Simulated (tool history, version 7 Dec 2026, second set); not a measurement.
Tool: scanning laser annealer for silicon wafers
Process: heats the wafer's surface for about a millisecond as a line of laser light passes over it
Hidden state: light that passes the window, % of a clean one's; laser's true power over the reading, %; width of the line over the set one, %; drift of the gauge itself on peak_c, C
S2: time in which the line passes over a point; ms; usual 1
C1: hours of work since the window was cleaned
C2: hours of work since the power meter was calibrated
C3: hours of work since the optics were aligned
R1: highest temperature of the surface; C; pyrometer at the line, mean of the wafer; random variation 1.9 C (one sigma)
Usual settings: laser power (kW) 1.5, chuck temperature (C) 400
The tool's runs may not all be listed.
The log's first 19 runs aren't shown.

{"run": 20, "hour": 138.8, "laser power (kW)": 1.323, "S2": 1, "chuck temperature (C)": 397, "C1": 223, "C2": 239, "C3": 346, "R1": 1027}
{"run": 21, "hour": 146.8, "laser power (kW)": 1.515, "S2": 1.16, "chuck temperature (C)": 400, "C1": 229, "C2": 244, "C3": 351, "R1": 1168}
{"run": 22, "hour": 155.5, "laser power (kW)": 1.537, "S2": 0.8, "chuck temperature (C)": 384, "C1": 235, "C2": 250, "C3": 357, "R1": 1035}
{"run": 23, "hour": 160.7, "laser power (kW)": 1.478, "S2": 0.8, "chuck temperature (C)": 410, "C1": 238, "C2": 253, "C3": 361, "R1": 1038}
{"run": 24, "hour": 165.8, "laser power (kW)": 1.622, "S2": 0.84, "chuck temperature (C)": 394, "C1": 242, "C2": 257, "C3": 364, "R1": 1095}
{"run": 25, "hour": 175.8, "laser power (kW)": 1.327, "S2": 0.84, "chuck temperature (C)": 362, "C1": 248, "C2": 264, "C3": 371, "R1": 942}
{"run": 26, "hour": 186.6, "laser power (kW)": 1.293, "S2": 0.73, "chuck temperature (C)": 369, "C1": 256, "C2": 271, "C3": 379, "R1": 894}
{"run": 27, "hour": 195.1, "laser power (kW)": 1.293, "S2": 0.73, "chuck temperature (C)": 400, "C1": 262, "C2": 277, "C3": 384, "R1": 927}
{"run": 28, "hour": 204.9, "laser power (kW)": 1.293, "S2": 0.73, "chuck temperature (C)": 400, "C1": 268, "C2": 284, "C3": 391, "R1": 929}
{"run": 29, "hour": 215.0, "laser power (kW)": 1.482, "S2": 1.04, "chuck temperature (C)": 374, "C1": 275, "C2": 291, "C3": 398, "R1": 1085}
{"run": 30, "hour": 221.3, "laser power (kW)": 1.482, "S2": 0.8, "chuck temperature (C)": 374, "C1": 280, "C2": 295, "C3": 402, "R1": 996}
{"run": 31, "hour": 228.7, "laser power (kW)": 1.634, "S2": 0.99, "chuck temperature (C)": 399, "C1": 285, "C2": 300, "C3": 407, "R1": 1159}
{"run": 32, "hour": 234.7, "laser power (kW)": 1.413, "S2": 0.92, "chuck temperature (C)": 362, "C1": 289, "C2": 304, "C3": 411, "R1": 1002}
{"run": 33, "hour": 241.2, "laser power (kW)": 1.413, "S2": 0.92, "chuck temperature (C)": 362, "C1": 293, "C2": 309, "C3": 416, "R1": 1003}
{"run": 34, "hour": 249.7, "laser power (kW)": 1.621, "S2": 0.86, "chuck temperature (C)": 436, "C1": 299, "C2": 314, "C3": 422, "R1": 1137}
{"run": 35, "hour": 259.7, "laser power (kW)": 1.5, "S2": 1, "chuck temperature (C)": 379, "C1": 306, "C2": 321, "C3": 429, "R1": 1084}
{"run": 36, "hour": 268.6, "laser power (kW)": 1.414, "S2": 0.81, "chuck temperature (C)": 374, "C1": 312, "C2": 327, "C3": 435, "R1": 974}
{"run": 37, "hour": 279.5, "laser power (kW)": 1.553, "S2": 1.22, "chuck temperature (C)": 390, "C1": 319, "C2": 335, "C3": 442, "R1": 1188}

Forecast each of these 5 alternatives for the next run:
{"run": "A", "hour": 286.1, "laser power (kW)": 1.642, "S2": 1.15, "chuck temperature (C)": 380, "C1": 324, "C2": 339, "C3": 447, "R1": "?"}
{"run": "B", "hour": 286.1, "laser power (kW)": 1.553, "S2": 1.22, "chuck temperature (C)": 391, "C1": 324, "C2": 339, "C3": 447, "R1": "?"}
{"run": "C", "hour": 286.1, "laser power (kW)": 1.62, "S2": 1.14, "chuck temperature (C)": 419, "C1": 324, "C2": 339, "C3": 447, "R1": "?"}
{"run": "D", "hour": 286.1, "laser power (kW)": 1.553, "S2": 1.14, "chuck temperature (C)": 376, "C1": 324, "C2": 339, "C3": 447, "R1": "?"}
{"run": "E", "hour": 286.1, "laser power (kW)": 1.351, "S2": 0.83, "chuck temperature (C)": 378, "C1": 324, "C2": 339, "C3": 447, "R1": "?"}

run=A R1=1195
run=B R1=1189
run=C R1=1222
run=D R1=1146
run=E R1=963
Without the tool's hidden state the same runs would have given:
run=A R1=1228
run=B R1=1221
run=C R1=1254
run=D R1=1176
run=E R1=986
